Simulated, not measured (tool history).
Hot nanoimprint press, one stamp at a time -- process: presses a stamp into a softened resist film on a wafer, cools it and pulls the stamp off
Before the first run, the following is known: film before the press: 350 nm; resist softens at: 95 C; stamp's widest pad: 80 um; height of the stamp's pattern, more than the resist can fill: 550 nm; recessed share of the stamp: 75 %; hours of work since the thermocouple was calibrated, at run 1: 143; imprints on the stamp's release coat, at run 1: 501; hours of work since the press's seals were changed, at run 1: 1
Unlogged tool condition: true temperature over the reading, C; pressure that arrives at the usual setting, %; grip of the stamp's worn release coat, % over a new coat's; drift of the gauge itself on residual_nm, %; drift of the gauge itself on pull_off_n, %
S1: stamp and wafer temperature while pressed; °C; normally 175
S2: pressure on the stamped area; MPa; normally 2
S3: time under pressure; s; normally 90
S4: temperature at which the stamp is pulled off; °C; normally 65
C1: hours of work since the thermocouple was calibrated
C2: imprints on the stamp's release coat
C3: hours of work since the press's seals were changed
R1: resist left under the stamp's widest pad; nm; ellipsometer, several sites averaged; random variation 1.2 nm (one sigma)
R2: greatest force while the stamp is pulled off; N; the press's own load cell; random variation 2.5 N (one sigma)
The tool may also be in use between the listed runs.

run  hour   S1    S2   S3  S4   C1   C2  C3     R1   R2
  1     0  175     2   90  65  143  501   1  177.1  123
  2   6.7  176     2   90  65  145  518   3  172.2  125
  3  13.8  175     2   90  65  148  536   6  176.4  125
  4  20.1  175     2   90  65  151  552   9    178  124
  5  27.1  175     2   90  65  154  570  12  177.6  126
  6  33.1  175     2   90  60  156  585  14    179  137
  7  42.8  175     2   90  60  160  610  18  176.4  136
  8  48.5  168     2  146  60  163  625  21  197.9  141
  9  54.5  168     2  146  60  165  640  23  197.1  136
 10    63  180  1.39   46  66  169  662  27    217  125
 11  74.3  180  1.39   46  66  174  691  32  214.6  125
 12  80.3  180  1.39   46  60  176  706  34  216.8  138

What if the next run were any one of these 3? Each begins from the tool's condition after run 12:
  A  86.6  175  1.99  90  65  179  722  37   ?   ?
  B  86.6  182     2  64  65  179  722  37   ?   ?
  C  86.6  180  1.39  46  55  179  722  37   ?   ?

run     R1   R2
  A  177.3  126
  B  154.8  133
  C  215.8  150
Take away the tool's hidden state, keep each run's random variation, and the runs would have read:
run     R1   R2
  A  180.8  111
  B  157.8  117
  C  219.2  132
